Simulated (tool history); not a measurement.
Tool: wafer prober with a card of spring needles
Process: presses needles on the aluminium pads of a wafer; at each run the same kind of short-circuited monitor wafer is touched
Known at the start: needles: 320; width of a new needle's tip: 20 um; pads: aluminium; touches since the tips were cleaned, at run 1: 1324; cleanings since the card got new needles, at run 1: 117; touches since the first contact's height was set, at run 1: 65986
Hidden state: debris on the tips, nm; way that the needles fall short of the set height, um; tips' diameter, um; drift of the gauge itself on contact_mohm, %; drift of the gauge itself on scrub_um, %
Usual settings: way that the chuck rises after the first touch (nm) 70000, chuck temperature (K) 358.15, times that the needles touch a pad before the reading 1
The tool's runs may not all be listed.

| run | hour | way that the chuck rises after the first touch (nm) | chuck temperature (K) | times that the needles touch a pad before the reading | touches since the tips were cleaned | cleanings since the card got new needles | touches since the first contact's height was set | resistance of one needle with its contact and lead (mohm) | way that a needle slides on the pad (nm) |
|---|---|---|---|---|---|---|---|---|---|
| 1 | 0.0 | 70000 | 358.15 | 1 | 1324 | 117 | 65986 | 188 | 13490 |
|  | 0.7 | tips cleaned on abrasive film |
|  | 3.7 | tips cleaned on abrasive film |
|  | 6.6 | tips cleaned on abrasive film |
|  | 9.0 | tips cleaned on abrasive film |
|  | 11.4 | tips cleaned on abrasive film |
|  | 14.4 | tips cleaned on abrasive film |
|  | 17.4 | tips cleaned on abrasive film |
|  | 20.4 | tips cleaned on abrasive film |
|  | 23.3 | tips cleaned on abrasive film |
|  | 26.3 | tips cleaned on abrasive film |
|  | 29.3 | tips cleaned on abrasive film |
|  | 32.3 | tips cleaned on abrasive film |
|  | 35.3 | tips cleaned on abrasive film |
|  | 38.2 | tips cleaned on abrasive film |
|  | 41.2 | tips cleaned on abrasive film |
|  | 44.2 | tips cleaned on abrasive film |
|  | 47.2 | tips cleaned on abrasive film |
|  | 49.6 | tips cleaned on abrasive film |
|  | 52.6 | tips cleaned on abrasive film |
|  | 55.0 | tips cleaned on abrasive film |
|  | 57.9 | tips cleaned on abrasive film |
|  | 60.9 | tips cleaned on abrasive film |
|  | 63.9 | tips cleaned on abrasive film |
|  | 66.9 | tips cleaned on abrasive film |
| 2 | 67.8 | 70000 | 358.15 | 1 | 666 | 141 | 110811 | 186 | 13300 |
|  | 69.7 | tips cleaned on abrasive film |
|  | 72.6 | tips cleaned on abrasive film |
|  | 75.6 | tips cleaned on abrasive film |
|  | 78.6 | tips cleaned on abrasive film |
|  | 81.6 | tips cleaned on abrasive film |
|  | 84.6 | tips cleaned on abrasive film |
|  | 87.5 | tips cleaned on abrasive film |
|  | 90.5 | tips cleaned on abrasive film |
|  | 93.5 | tips cleaned on abrasive film |
|  | 96.5 | tips cleaned on abrasive film |
|  | 98.9 | tips cleaned on abrasive film |
|  | 101.9 | tips cleaned on abrasive film |
|  | 104.8 | tips cleaned on abrasive film |
|  | 107.8 | tips cleaned on abrasive film |
|  | 110.2 | tips cleaned on abrasive film |
|  | 113.2 | tips cleaned on abrasive film |
|  | 116.2 | tips cleaned on abrasive film |
|  | 119.2 | tips cleaned on abrasive film |
|  | 122.1 | tips cleaned on abrasive film |
|  | 124.5 | tips cleaned on abrasive film |
|  | 127.5 | tips cleaned on abrasive film |
|  | 130.5 | tips cleaned on abrasive film |
|  | 133.5 | tips cleaned on abrasive film |
|  | 136.4 | tips cleaned on abrasive film |
|  | 138.5 | height of the first contact set anew |
|  | 139.7 | tips cleaned on abrasive film |
|  | 142.7 | tips cleaned on abrasive film |
| 3 | 144.7 | 70000 | 358.15 | 1 | 1376 | 167 | 4136 | 192 | 12870 |
|  | 145.4 | tips cleaned on abrasive film |
|  | 148.4 | tips cleaned on abrasive film |
|  | 151.3 | tips cleaned on abrasive film |
|  | 154.3 | tips cleaned on abrasive film |
|  | 157.3 | tips cleaned on abrasive film |
|  | 160.3 | tips cleaned on abrasive film |
|  | 162.7 | tips cleaned on abrasive film |
|  | 165.7 | tips cleaned on abrasive film |
|  | 168.6 | tips cleaned on abrasive film |
|  | 171.6 | tips cleaned on abrasive film |
|  | 174.6 | tips cleaned on abrasive film |
|  | 177.6 | tips cleaned on abrasive film |
|  | 180.5 | tips cleaned on abrasive film |
|  | 183.5 | tips cleaned on abrasive film |
|  | 185.9 | tips cleaned on abrasive film |
|  | 188.9 | tips cleaned on abrasive film |
|  | 200.9 | card fitted with new needles |
|  | 203.9 | tips cleaned on abrasive film |
|  | 206.9 | tips cleaned on abrasive film |
|  | 209.8 | tips cleaned on abrasive film |
|  | 212.2 | tips cleaned on abrasive film |
|  | 215.2 | tips cleaned on abrasive film |
|  | 217.6 | tips cleaned on abrasive film |
|  | 220.6 | tips cleaned on abrasive film |
|  | 223.6 | tips cleaned on abrasive film |
|  | 226.0 | tips cleaned on abrasive film |
|  | 229.0 | tips cleaned on abrasive film |
|  | 231.9 | tips cleaned on abrasive film |
|  | 234.9 | tips cleaned on abrasive film |
|  | 237.3 | tips cleaned on abrasive film |
|  | 240.3 | tips cleaned on abrasive film |
| 4 | 242.2 | 70000 | 352.15 | 1 | 1301 | 14 | 27323 | 184 | 13670 |
|  | 242.9 | tips cleaned on abrasive film |
|  | 245.3 | tips cleaned on abrasive film |
|  | 248.3 | tips cleaned on abrasive film |
|  | 251.2 | tips cleaned on abrasive film |
|  | 254.2 | tips cleaned on abrasive film |
|  | 257.2 | tips cleaned on abrasive film |
|  | 260.2 | tips cleaned on abrasive film |
|  | 263.1 | tips cleaned on abrasive film |
|  | 266.1 | tips cleaned on abrasive film |
|  | 268.5 | tips cleaned on abrasive film |
|  | 271.5 | tips cleaned on abrasive film |
|  | 274.5 | tips cleaned on abrasive film |
|  | 277.5 | tips cleaned on abrasive film |
|  | 280.4 | tips cleaned on abrasive film |
|  | 283.4 | tips cleaned on abrasive film |
|  | 286.4 | tips cleaned on abrasive film |
|  | 289.4 | tips cleaned on abrasive film |
|  | 292.3 | tips cleaned on abrasive film |
|  | 295.3 | tips cleaned on abrasive film |
|  | 298.3 | tips cleaned on abrasive film |
|  | 300.7 | tips cleaned on abrasive film |
|  | 303.7 | tips cleaned on abrasive film |
|  | 306.7 | tips cleaned on abrasive film |
|  | 309.6 | tips cleaned on abrasive film |
|  | 312.6 | tips cleaned on abrasive film |
|  | 315.0 | tips cleaned on abrasive film |
|  | 318.0 | tips cleaned on abrasive film |
|  | 321.0 | tips cleaned on abrasive film |
|  | 324.0 | tips cleaned on abrasive film |
|  | 326.9 | tips cleaned on abrasive film |
| 5 | 329.0 | 78000 | 325.15 | 1 | 1426 | 44 | 84734 | 178 | 14940 |
|  | 329.7 | tips cleaned on abrasive film |
|  | 332.7 | tips cleaned on abrasive film |
|  | 335.6 | tips cleaned on abrasive film |
|  | 338.6 | tips cleaned on abrasive film |
|  | 341.6 | tips cleaned on abrasive film |
|  | 344.0 | tips cleaned on abrasive film |
|  | 347.0 | tips cleaned on abrasive film |
|  | 350.0 | tips cleaned on abrasive film |
|  | 352.4 | tips cleaned on abrasive film |
|  | 355.3 | tips cleaned on abrasive film |
|  | 358.3 | tips cleaned on abrasive film |
|  | 360.7 | tips cleaned on abrasive film |
|  | 363.7 | tips cleaned on abrasive film |
|  | 366.1 | tips cleaned on abrasive film |
|  | 369.1 | tips cleaned on abrasive film |
|  | 372.1 | tips cleaned on abrasive film |
|  | 375.0 | tips cleaned on abrasive film |
|  | 378.0 | tips cleaned on abrasive film |
|  | 380.4 | tips cleaned on abrasive film |
|  | 383.4 | tips cleaned on abrasive film |
|  | 386.4 | tips cleaned on abrasive film |
|  | 389.4 | tips cleaned on abrasive film |
|  | 392.3 | tips cleaned on abrasive film |
|  | 395.3 | tips cleaned on abrasive film |
|  | 398.3 | tips cleaned on abrasive film |
|  | 401.3 | tips cleaned on abrasive film |
|  | 404.2 | tips cleaned on abrasive film |
|  | 407.2 | tips cleaned on abrasive film |
|  | 410.2 | tips cleaned on abrasive film |
|  | 413.2 | tips cleaned on abrasive film |
|  | 416.2 | tips cleaned on abrasive film |
|  | 419.1 | tips cleaned on abrasive film |
|  | 422.1 | tips cleaned on abrasive film |
| 6 | 422.7 | 78000 | 325.15 | 2 | 395 | 77 | 146636 | 177 | 14710 |
|  | 424.6 | tips cleaned on abrasive film |
|  | 427.0 | tips cleaned on abrasive film |
|  | 430.0 | tips cleaned on abrasive film |
|  | 432.4 | tips cleaned on abrasive film |
|  | 435.4 | tips cleaned on abrasive film |
|  | 438.3 | tips cleaned on abrasive film |
|  | 439.2 | height of the first contact set anew |
|  | 441.6 | tips cleaned on abrasive film |
|  | 444.6 | tips cleaned on abrasive film |
|  | 447.6 | tips cleaned on abrasive film |
|  | 450.0 | tips cleaned on abrasive film |
|  | 453.0 | tips cleaned on abrasive film |
|  | 455.4 | tips cleaned on abrasive film |
|  | 458.3 | tips cleaned on abrasive film |
|  | 460.7 | tips cleaned on abrasive film |
|  | 463.7 | tips cleaned on abrasive film |
|  | 466.7 | tips cleaned on abrasive film |
|  | 469.7 | tips cleaned on abrasive film |
|  | 472.7 | tips cleaned on abrasive film |
|  | 475.1 | tips cleaned on abrasive film |
|  | 478.0 | tips cleaned on abrasive film |
|  | 481.0 | tips cleaned on abrasive film |
|  | 484.0 | tips cleaned on abrasive film |
|  | 487.0 | tips cleaned on abrasive film |
|  | 489.4 | tips cleaned on abrasive film |
|  | 492.4 | tips cleaned on abrasive film |
|  | 494.8 | tips cleaned on abrasive film |
|  | 497.7 | tips cleaned on abrasive film |
|  | 500.1 | tips cleaned on abrasive film |
|  | 503.1 | tips cleaned on abrasive film |
|  | 506.1 | tips cleaned on abrasive film |
|  | 509.0 | tips cleaned on abrasive film |
| 7 | 509.0 | 78000 | 325.15 | 2 | 0 | 108 | 46071 | 172 | 15220 |
|  | 512.0 | tips cleaned on abrasive film |
|  | 514.9 | tips cleaned on abrasive film |
|  | 517.9 | tips cleaned on abrasive film |
|  | 520.9 | tips cleaned on abrasive film |
|  | 523.9 | tips cleaned on abrasive film |
|  | 526.9 | tips cleaned on abrasive film |
|  | 529.8 | tips cleaned on abrasive film |
|  | 532.8 | tips cleaned on abrasive film |
|  | 535.8 | tips cleaned on abrasive film |
|  | 538.8 | tips cleaned on abrasive film |
|  | 541.7 | tips cleaned on abrasive film |
|  | 544.7 | tips cleaned on abrasive film |
|  | 547.1 | tips cleaned on abrasive film |
|  | 550.1 | tips cleaned on abrasive film |
|  | 553.1 | tips cleaned on abrasive film |
|  | 556.1 | tips cleaned on abrasive film |
|  | 559.0 | tips cleaned on abrasive film |
|  | 561.4 | tips cleaned on abrasive film |
|  | 564.4 | tips cleaned on abrasive film |
|  | 567.4 | tips cleaned on abrasive film |
|  | 570.4 | tips cleaned on abrasive film |
|  | 573.4 | tips cleaned on abrasive film |
|  | 575.8 | tips cleaned on abrasive film |
|  | 578.7 | tips cleaned on abrasive film |
|  | 581.7 | tips cleaned on abrasive film |
|  | 584.7 | tips cleaned on abrasive film |
|  | 587.7 | tips cleaned on abrasive film |
|  | 590.6 | tips cleaned on abrasive film |
|  | 593.1 | tips cleaned on abrasive film |
|  | 596.0 | tips cleaned on abrasive film |
|  | 599.0 | tips cleaned on abrasive film |
|  | 602.0 | tips cleaned on abrasive film |
| 8 | 603.2 | 56000 | 325.15 | 2 | 798 | 140 | 108377 | 184 | 10470 |

4 ways to go on from here, each from the tool as it stands after run 8. What would each give?
|  | 604.4 | tips cleaned on abrasive film |
|  | 607.4 | tips cleaned on abrasive film |
|  | 610.4 | tips cleaned on abrasive film |
|  | 613.4 | tips cleaned on abrasive film |
|  | 616.3 | tips cleaned on abrasive film |
|  | 619.3 | tips cleaned on abrasive film |
|  | 622.3 | tips cleaned on abrasive film |
|  | 625.3 | tips cleaned on abrasive film |
|  | 628.3 | tips cleaned on abrasive film |
|  | 631.2 | tips cleaned on abrasive film |
|  | 634.2 | tips cleaned on abrasive film |
|  | 637.2 | tips cleaned on abrasive film |
|  | 640.2 | tips cleaned on abrasive film |
|  | 643.2 | tips cleaned on abrasive film |
|  | 645.6 | tips cleaned on abrasive film |
|  | 648.5 | tips cleaned on abrasive film |
|  | 651.5 | tips cleaned on abrasive film |
|  | 654.5 | tips cleaned on abrasive film |
|  | 656.9 | tips cleaned on abrasive film |
|  | 659.9 | tips cleaned on abrasive film |
|  | 662.8 | tips cleaned on abrasive film |
|  | 665.8 | tips cleaned on abrasive film |
|  | 668.8 | tips cleaned on abrasive film |
|  | 671.8 | tips cleaned on abrasive film |
|  | 674.2 | tips cleaned on abrasive film |
|  | 677.2 | tips cleaned on abrasive film |
|  | 677.5 | height of the first contact set anew |
| A | 678.0 | 65000 | 302.15 | 1 | 340 | 166 | 340 | ? | ? |
|  | 604.4 | tips cleaned on abrasive film |
|  | 607.4 | tips cleaned on abrasive film |
|  | 610.4 | tips cleaned on abrasive film |
|  | 613.4 | tips cleaned on abrasive film |
|  | 616.3 | tips cleaned on abrasive film |
|  | 619.3 | tips cleaned on abrasive film |
|  | 622.3 | tips cleaned on abrasive film |
|  | 625.3 | tips cleaned on abrasive film |
|  | 628.3 | tips cleaned on abrasive film |
|  | 631.2 | tips cleaned on abrasive film |
|  | 634.2 | tips cleaned on abrasive film |
|  | 637.2 | tips cleaned on abrasive film |
|  | 640.2 | tips cleaned on abrasive film |
|  | 643.2 | tips cleaned on abrasive film |
|  | 645.6 | tips cleaned on abrasive film |
|  | 648.5 | tips cleaned on abrasive film |
|  | 651.5 | tips cleaned on abrasive film |
|  | 654.5 | tips cleaned on abrasive film |
|  | 656.9 | tips cleaned on abrasive film |
|  | 659.9 | tips cleaned on abrasive film |
|  | 662.8 | tips cleaned on abrasive film |
|  | 665.8 | tips cleaned on abrasive film |
|  | 668.8 | tips cleaned on abrasive film |
|  | 671.8 | tips cleaned on abrasive film |
|  | 674.2 | tips cleaned on abrasive film |
|  | 677.2 | tips cleaned on abrasive film |
|  | 677.5 | height of the first contact set anew |
| B | 678.0 | 56000 | 325.15 | 2 | 340 | 166 | 340 | ? | ? |
|  | 604.4 | tips cleaned on abrasive film |
|  | 607.4 | tips cleaned on abrasive film |
|  | 610.4 | tips cleaned on abrasive film |
|  | 613.4 | tips cleaned on abrasive film |
|  | 616.3 | tips cleaned on abrasive film |
|  | 619.3 | tips cleaned on abrasive film |
|  | 622.3 | tips cleaned on abrasive film |
|  | 625.3 | tips cleaned on abrasive film |
|  | 628.3 | tips cleaned on abrasive film |
|  | 631.2 | tips cleaned on abrasive film |
|  | 634.2 | tips cleaned on abrasive film |
|  | 637.2 | tips cleaned on abrasive film |
|  | 640.2 | tips cleaned on abrasive film |
|  | 643.2 | tips cleaned on abrasive film |
|  | 645.6 | tips cleaned on abrasive film |
|  | 648.5 | tips cleaned on abrasive film |
|  | 651.5 | tips cleaned on abrasive film |
|  | 654.5 | tips cleaned on abrasive film |
|  | 656.9 | tips cleaned on abrasive film |
|  | 659.9 | tips cleaned on abrasive film |
|  | 662.8 | tips cleaned on abrasive film |
|  | 665.8 | tips cleaned on abrasive film |
|  | 668.8 | tips cleaned on abrasive film |
|  | 671.8 | tips cleaned on abrasive film |
|  | 674.2 | tips cleaned on abrasive film |
|  | 677.2 | tips cleaned on abrasive film |
|  | 677.5 | height of the first contact set anew |
| C | 678.0 | 87000 | 310.15 | 1 | 340 | 166 | 340 | ? | ? |
|  | 604.4 | tips cleaned on abrasive film |
|  | 607.4 | tips cleaned on abrasive film |
|  | 610.4 | tips cleaned on abrasive film |
|  | 613.4 | tips cleaned on abrasive film |
|  | 616.3 | tips cleaned on abrasive film |
|  | 619.3 | tips cleaned on abrasive film |
|  | 622.3 | tips cleaned on abrasive film |
|  | 625.3 | tips cleaned on abrasive film |
|  | 628.3 | tips cleaned on abrasive film |
|  | 631.2 | tips cleaned on abrasive film |
|  | 634.2 | tips cleaned on abrasive film |
|  | 637.2 | tips cleaned on abrasive film |
|  | 640.2 | tips cleaned on abrasive film |
|  | 643.2 | tips cleaned on abrasive film |
|  | 645.6 | tips cleaned on abrasive film |
|  | 648.5 | tips cleaned on abrasive film |
|  | 651.5 | tips cleaned on abrasive film |
|  | 654.5 | tips cleaned on abrasive film |
|  | 656.9 | tips cleaned on abrasive film |
|  | 659.9 | tips cleaned on abrasive film |
|  | 662.8 | tips cleaned on abrasive film |
|  | 665.8 | tips cleaned on abrasive film |
|  | 668.8 | tips cleaned on abrasive film |
|  | 671.8 | tips cleaned on abrasive film |
|  | 674.2 | tips cleaned on abrasive film |
|  | 677.2 | tips cleaned on abrasive film |
|  | 677.5 | height of the first contact set anew |
| D | 678.0 | 56000 | 325.15 | 2 | 340 | 166 | 340 | ? | ? |

| run | resistance of one needle with its contact and lead (mohm) | way that a needle slides on the pad (nm) |
|---|---|---|
| A | 172 | 12880 |
| B | 178 | 11050 |
| C | 172 | 17220 |
| D | 181 | 11060 |
Without the tool's hidden state the same runs would have given:
| run | resistance of one needle with its contact and lead (mohm) | way that a needle slides on the pad (nm) |
|---|---|---|
| A | 168 | 12880 |
| B | 174 | 11050 |
| C | 170 | 17220 |
| D | 177 | 11060 |
